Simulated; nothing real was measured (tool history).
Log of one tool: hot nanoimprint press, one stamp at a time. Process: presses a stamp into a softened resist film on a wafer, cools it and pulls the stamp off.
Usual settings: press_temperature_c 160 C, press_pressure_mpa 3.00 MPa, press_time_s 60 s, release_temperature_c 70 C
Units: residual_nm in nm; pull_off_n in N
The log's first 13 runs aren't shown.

run,hour,press_temperature_c,press_pressure_mpa,press_time_s,release_temperature_c,hours of work since the thermocouple was calibrated,imprints on the stamp's release coat,hours of work since the press's seals were changed,residual_nm,pull_off_n
14,132.3,160,3.63,60,70,73,1106,174,206.7,347
# hour 144.7: stamp cleaned and given a new release coat
15,150.0,165,3.00,60,70,82,13,183,184.1,239
16,163.3,165,3.00,60,70,93,47,193,183.7,238
17,170.6,165,3.00,60,70,99,66,199,185.0,251
18,178.1,165,3.00,84,60,105,85,205,161.4,312
19,189.6,160,3.00,32,70,114,115,214,282.0,263
20,203.6,160,3.00,32,70,125,151,225,283.0,263
21,216.4,160,3.64,60,62,135,184,235,207.9,313
22,227.3,160,3.64,60,62,143,212,244,208.7,312
23,233.5,160,3.64,60,62,148,228,249,207.4,317
24,247.7,160,2.40,89,59,159,264,260,222.3,333
25,260.0,162,2.38,32,59,169,296,269,290.5,350
26,269.6,162,2.38,32,59,176,321,277,290.5,340
27,277.4,162,2.38,32,59,183,341,283,289.7,352
28,289.4,162,2.38,32,59,192,371,293,291.7,354
29,300.0,160,2.76,60,56,200,399,301,240.0,381
30,308.1,160,2.76,60,56,207,420,307,241.9,378

Here are 3 independent what-if runs from the current tool condition. What would each one return?
A,321.0,160,2.83,60,70,217,453,317,?,?
B,321.0,160,4.18,60,57,217,453,317,?,?
C,321.0,164,4.78,60,70,217,453,317,?,?

run,residual_nm,pull_off_n
A,237.2,295
B,195.6,392
C,152.0,289
Stripped of hidden state, with their random variation kept, the same runs would have yielded:
run,residual_nm,pull_off_n
A,230.4,248
B,189.0,330
C,146.6,243
